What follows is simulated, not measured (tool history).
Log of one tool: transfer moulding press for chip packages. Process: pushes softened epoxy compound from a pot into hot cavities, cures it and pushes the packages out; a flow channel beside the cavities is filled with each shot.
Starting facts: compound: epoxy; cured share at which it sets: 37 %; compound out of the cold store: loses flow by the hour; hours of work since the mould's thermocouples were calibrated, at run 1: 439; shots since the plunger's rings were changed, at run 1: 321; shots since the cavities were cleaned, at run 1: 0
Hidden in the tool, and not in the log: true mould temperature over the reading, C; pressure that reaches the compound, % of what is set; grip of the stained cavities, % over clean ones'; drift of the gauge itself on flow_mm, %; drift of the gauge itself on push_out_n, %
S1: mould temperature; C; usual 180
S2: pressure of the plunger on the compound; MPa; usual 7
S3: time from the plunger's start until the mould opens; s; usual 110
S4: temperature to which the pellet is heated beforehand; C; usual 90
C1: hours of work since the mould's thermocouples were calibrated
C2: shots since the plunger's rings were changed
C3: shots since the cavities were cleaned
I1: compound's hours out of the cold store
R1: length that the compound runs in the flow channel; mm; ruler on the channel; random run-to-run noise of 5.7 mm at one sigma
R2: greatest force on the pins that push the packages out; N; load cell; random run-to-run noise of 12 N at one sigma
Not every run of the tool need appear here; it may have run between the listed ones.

run	day	S1	S2	S3	S4	C1	C2	C3	I1	R1	R2
1	0	180	7	110	90	439	321	0	10.8	918	633
2	0.521	180	7	110	90	447	444	123	10.4	931	722
3	1.258	180	7	110	90	458	620	299	13.4	913	819
4	1.842	180	7	110	87	467	758	437	46.1	768	772
5	2.708	180	7	110	87	480	964	643	42.9	775	889
# day 3.3: cavities cleaned with cleaning compound and waxed
6	3.442	180	7	110	87	490	1123	35	28.3	822	1224
7	3.971	177	7	110	90	498	1248	160	22.9	874	1494
8	4.858	177	7	110	90	511	1458	370	17.8	886	1490
9	5.988	177	7	110	90	528	1727	639	12.6	896	1523
# day 6.617: cavities cleaned with cleaning compound and waxed
10	6.617	177	7	110	90	537	1860	0	33.2	801	732
# day 6.762: cavities cleaned with cleaning compound and waxed, once more
11	7.262	177	7	110	90	545	1999	118	19.2	862	790
12	8.142	180	7	110	99	559	2207	326	43.5	747	733
13	8.733	180	7	110	99	568	2348	467	32.6	782	842
14	9.254	188	7	110	99	575	2472	591	21	806	678
# day 10.046: cavities cleaned with cleaning compound and waxed
15	10.196	185	5.43	132	83	589	2680	35	26.8	711	492
16	11.238	180	7.07	107	97	604	2928	283	10.5	880	848
# day 12.121: mould's thermocouples calibrated
17	12.454	180	7.07	107	97	5	3197	552	23.3	804	849
18	13.296	180	6.45	110	90	18	3395	750	8	840	927
# day 13.417: cavities cleaned with cleaning compound and waxed
19	13.938	180	7	149	90	26	3534	125	12.6	839	524
20	14.546	180	8.63	149	90	36	3678	269	12.9	947	581
21	15.333	178	7.81	110	89	47	3865	456	36.5	790	856
22	15.983	178	7.81	110	89	57	4018	609	24.8	840	967

The next listed run, before its measurement:
# day 16.733: cavities cleaned with cleaning compound and waxed
23	16.967	178	7.81	110	88	71	4237	55	13.8	?	?

R1: 896 mm
R2: 696 N
Had the tool carried no hidden state, the very same run would have given R1 978 mm, R2 632 N.
